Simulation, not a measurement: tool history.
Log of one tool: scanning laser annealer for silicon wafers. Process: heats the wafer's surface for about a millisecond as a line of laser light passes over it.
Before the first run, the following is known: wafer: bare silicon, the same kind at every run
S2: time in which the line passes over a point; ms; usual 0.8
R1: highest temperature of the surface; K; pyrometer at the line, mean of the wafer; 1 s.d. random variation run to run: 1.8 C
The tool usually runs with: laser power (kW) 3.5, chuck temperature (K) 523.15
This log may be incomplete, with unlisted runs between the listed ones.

{"run": 1, "hour": 0.0, "laser power (kW)": 3.5, "S2": 0.8, "chuck temperature (K)": 523.15, "R1": 1217.15}
{"run": 2, "hour": 7.7, "laser power (kW)": 3.5, "S2": 0.8, "chuck temperature (K)": 523.15, "R1": 1217.15}
{"run": 3, "hour": 16.4, "laser power (kW)": 3.5, "S2": 0.873, "chuck temperature (K)": 523.15, "R1": 1244.15}
{"run": 4, "hour": 21.7, "laser power (kW)": 3.5, "S2": 0.873, "chuck temperature (K)": 523.15, "R1": 1243.15}
{"run": 5, "hour": 26.6, "laser power (kW)": 3.5, "S2": 0.723, "chuck temperature (K)": 523.15, "R1": 1188.15}
{"run": 6, "hour": 36.6, "laser power (kW)": 3.494, "S2": 0.723, "chuck temperature (K)": 523.15, "R1": 1184.15}
{"run": 7, "hour": 47.6, "laser power (kW)": 3.494, "S2": 0.723, "chuck temperature (K)": 523.15, "R1": 1183.15}
{"run": 8, "hour": 53.5, "laser power (kW)": 3.494, "S2": 0.723, "chuck temperature (K)": 523.15, "R1": 1186.15}
{"run": 9, "hour": 59.2, "laser power (kW)": 3.328, "S2": 0.8, "chuck temperature (K)": 523.15, "R1": 1183.15}
{"run": 10, "hour": 66.8, "laser power (kW)": 3.328, "S2": 0.8, "chuck temperature (K)": 549.15, "R1": 1205.15}
{"run": 11, "hour": 73.5, "laser power (kW)": 3.328, "S2": 0.8, "chuck temperature (K)": 490.15, "R1": 1147.15}
{"run": 12, "hour": 82.9, "laser power (kW)": 3.328, "S2": 0.8, "chuck temperature (K)": 490.15, "R1": 1142.15}
{"run": 13, "hour": 88.4, "laser power (kW)": 3.328, "S2": 0.8, "chuck temperature (K)": 490.15, "R1": 1144.15}
{"run": 14, "hour": 94.7, "laser power (kW)": 3.5, "S2": 0.853, "chuck temperature (K)": 523.15, "R1": 1230.15}
{"run": 15, "hour": 100.7, "laser power (kW)": 3.5, "S2": 0.853, "chuck temperature (K)": 523.15, "R1": 1233.15}
{"run": 16, "hour": 106.9, "laser power (kW)": 3.5, "S2": 0.91, "chuck temperature (K)": 523.15, "R1": 1249.15}
{"run": 17, "hour": 113.7, "laser power (kW)": 3.5, "S2": 0.91, "chuck temperature (K)": 523.15, "R1": 1250.15}
{"hour": 116.2, "done": "window over the wafer cleaned"}
{"run": 18, "hour": 121.7, "laser power (kW)": 3.5, "S2": 0.581, "chuck temperature (K)": 523.15, "R1": 1120.15}
{"run": 19, "hour": 132.1, "laser power (kW)": 3.5, "S2": 0.8, "chuck temperature (K)": 522.15, "R1": 1210.15}
{"run": 20, "hour": 143.1, "laser power (kW)": 3.23, "S2": 0.8, "chuck temperature (K)": 539.15, "R1": 1172.15}

Forecast run 21:
{"run": 21, "hour": 149.2, "laser power (kW)": 3.23, "S2": 0.8, "chuck temperature (K)": 539.15, "R1": "?"}

Run 21 measured R1 1170.15 K.
On a tool with no hidden condition, and with the same random variation, this run would have come out at R1 1191.15 K.

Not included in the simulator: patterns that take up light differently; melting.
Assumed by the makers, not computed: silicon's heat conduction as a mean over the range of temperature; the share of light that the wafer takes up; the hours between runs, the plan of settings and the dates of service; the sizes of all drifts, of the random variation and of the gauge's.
